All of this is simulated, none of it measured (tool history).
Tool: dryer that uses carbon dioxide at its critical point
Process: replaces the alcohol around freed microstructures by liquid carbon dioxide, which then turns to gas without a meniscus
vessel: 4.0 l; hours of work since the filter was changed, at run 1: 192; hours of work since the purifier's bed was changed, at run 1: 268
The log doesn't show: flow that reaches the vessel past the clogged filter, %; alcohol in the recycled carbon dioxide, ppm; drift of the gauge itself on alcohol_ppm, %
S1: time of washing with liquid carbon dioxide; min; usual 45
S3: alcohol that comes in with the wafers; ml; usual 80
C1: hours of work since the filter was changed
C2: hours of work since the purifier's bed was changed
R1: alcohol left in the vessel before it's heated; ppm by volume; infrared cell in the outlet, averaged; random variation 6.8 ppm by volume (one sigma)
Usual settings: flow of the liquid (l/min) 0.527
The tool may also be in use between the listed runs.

{"run": 1, "hour": 0.0, "S1": 45, "flow of the liquid (l/min)": 0.527, "S3": 80, "C1": 192, "C2": 268, "R1": 410}
{"run": 2, "hour": 16.3, "S1": 45, "flow of the liquid (l/min)": 0.527, "S3": 80, "C1": 198, "C2": 273, "R1": 425}
{"run": 3, "hour": 34.3, "S1": 45, "flow of the liquid (l/min)": 0.527, "S3": 80, "C1": 204, "C2": 279, "R1": 433}
{"run": 4, "hour": 46.8, "S1": 45, "flow of the liquid (l/min)": 0.527, "S3": 80, "C1": 208, "C2": 283, "R1": 422}
{"run": 5, "hour": 59.2, "S1": 45, "flow of the liquid (l/min)": 0.527, "S3": 80, "C1": 212, "C2": 287, "R1": 439}
{"run": 6, "hour": 69.9, "S1": 45, "flow of the liquid (l/min)": 0.527, "S3": 66, "C1": 215, "C2": 291, "R1": 375}
{"run": 7, "hour": 88.9, "S1": 45, "flow of the liquid (l/min)": 0.686, "S3": 80, "C1": 221, "C2": 297, "R1": 170}
{"run": 8, "hour": 100.2, "S1": 45, "flow of the liquid (l/min)": 0.527, "S3": 47, "C1": 225, "C2": 301, "R1": 283}
{"run": 9, "hour": 109.1, "S1": 45, "flow of the liquid (l/min)": 0.527, "S3": 47, "C1": 228, "C2": 304, "R1": 289}
{"run": 10, "hour": 118.6, "S1": 45, "flow of the liquid (l/min)": 0.527, "S3": 47, "C1": 231, "C2": 307, "R1": 294}
{"run": 11, "hour": 138.4, "S1": 36, "flow of the liquid (l/min)": 0.527, "S3": 80, "C1": 238, "C2": 313, "R1": 895}
{"run": 12, "hour": 158.4, "S1": 34, "flow of the liquid (l/min)": 0.527, "S3": 80, "C1": 244, "C2": 320, "R1": 1095}
{"run": 13, "hour": 177.7, "S1": 34, "flow of the liquid (l/min)": 0.527, "S3": 80, "C1": 251, "C2": 326, "R1": 1069}
{"run": 14, "hour": 193.8, "S1": 34, "flow of the liquid (l/min)": 0.527, "S3": 80, "C1": 256, "C2": 331, "R1": 1085}
{"run": 15, "hour": 205.4, "S1": 34, "flow of the liquid (l/min)": 0.527, "S3": 80, "C1": 260, "C2": 335, "R1": 1086}
{"run": 16, "hour": 214.5, "S1": 34, "flow of the liquid (l/min)": 0.527, "S3": 80, "C1": 263, "C2": 338, "R1": 1099}
{"hour": 217.5, "done": "inlet filter changed"}
{"run": 17, "hour": 232.9, "S1": 45, "flow of the liquid (l/min)": 0.527, "S3": 80, "C1": 5, "C2": 344, "R1": 386}
{"run": 18, "hour": 252.9, "S1": 45, "flow of the liquid (l/min)": 0.527, "S3": 80, "C1": 12, "C2": 350, "R1": 392}
{"run": 19, "hour": 269.2, "S1": 45, "flow of the liquid (l/min)": 0.878, "S3": 63, "C1": 17, "C2": 356, "R1": 86}
{"run": 20, "hour": 285.3, "S1": 46, "flow of the liquid (l/min)": 0.803, "S3": 49, "C1": 22, "C2": 361, "R1": 87}
{"run": 21, "hour": 294.7, "S1": 45, "flow of the liquid (l/min)": 0.762, "S3": 80, "C1": 25, "C2": 364, "R1": 125}
{"run": 22, "hour": 303.9, "S1": 45, "flow of the liquid (l/min)": 0.632, "S3": 89, "C1": 28, "C2": 367, "R1": 232}
{"run": 23, "hour": 323.8, "S1": 45, "flow of the liquid (l/min)": 0.632, "S3": 89, "C1": 35, "C2": 374, "R1": 231}
{"run": 24, "hour": 339.9, "S1": 28, "flow of the liquid (l/min)": 0.432, "S3": 80, "C1": 40, "C2": 379, "R1": 2631}
{"run": 25, "hour": 353.9, "S1": 68, "flow of the liquid (l/min)": 0.529, "S3": 20, "C1": 45, "C2": 384, "R1": 103}
{"run": 26, "hour": 365.0, "S1": 35, "flow of the liquid (l/min)": 0.829, "S3": 77, "C1": 48, "C2": 387, "R1": 199}
{"run": 27, "hour": 375.6, "S1": 35, "flow of the liquid (l/min)": 0.829, "S3": 77, "C1": 52, "C2": 391, "R1": 203}
{"run": 28, "hour": 394.8, "S1": 33, "flow of the liquid (l/min)": 0.527, "S3": 98, "C1": 58, "C2": 397, "R1": 1274}
{"run": 29, "hour": 411.8, "S1": 33, "flow of the liquid (l/min)": 0.527, "S3": 98, "C1": 64, "C2": 403, "R1": 1294}
{"run": 30, "hour": 430.0, "S1": 45, "flow of the liquid (l/min)": 0.527, "S3": 20, "C1": 70, "C2": 409, "R1": 170}
{"run": 31, "hour": 441.2, "S1": 45, "flow of the liquid (l/min)": 0.527, "S3": 20, "C1": 73, "C2": 412, "R1": 166}
{"run": 32, "hour": 455.0, "S1": 60, "flow of the liquid (l/min)": 0.391, "S3": 26, "C1": 78, "C2": 417, "R1": 201}
{"run": 33, "hour": 468.7, "S1": 60, "flow of the liquid (l/min)": 0.391, "S3": 26, "C1": 82, "C2": 421, "R1": 219}
{"run": 34, "hour": 484.3, "S1": 54, "flow of the liquid (l/min)": 0.527, "S3": 80, "C1": 87, "C2": 426, "R1": 241}
{"run": 35, "hour": 500.7, "S1": 67, "flow of the liquid (l/min)": 0.71, "S3": 80, "C1": 93, "C2": 432, "R1": 97}

Forecast each of these 5 alternatives for the next run:
{"run": "A", "hour": 521.3, "S1": 67, "flow of the liquid (l/min)": 0.71, "S3": 36, "C1": 100, "C2": 438, "R1": "?"}
{"run": "B", "hour": 521.3, "S1": 45, "flow of the liquid (l/min)": 0.369, "S3": 115, "C1": 100, "C2": 438, "R1": "?"}
{"run": "C", "hour": 521.3, "S1": 45, "flow of the liquid (l/min)": 0.443, "S3": 80, "C1": 100, "C2": 438, "R1": "?"}
{"run": "D", "hour": 521.3, "S1": 32, "flow of the liquid (l/min)": 0.372, "S3": 93, "C1": 100, "C2": 438, "R1": "?"}
{"run": "E", "hour": 521.3, "S1": 45, "flow of the liquid (l/min)": 0.527, "S3": 54, "C1": 100, "C2": 438, "R1": "?"}

run=A R1=95
run=B R1=1815
run=C R1=749
run=D R1=3209
run=E R1=330
Without the tool's hidden state the same runs would have given:
run=A R1=9
run=B R1=1588
run=C R1=600
run=D R1=2937
run=E R1=215
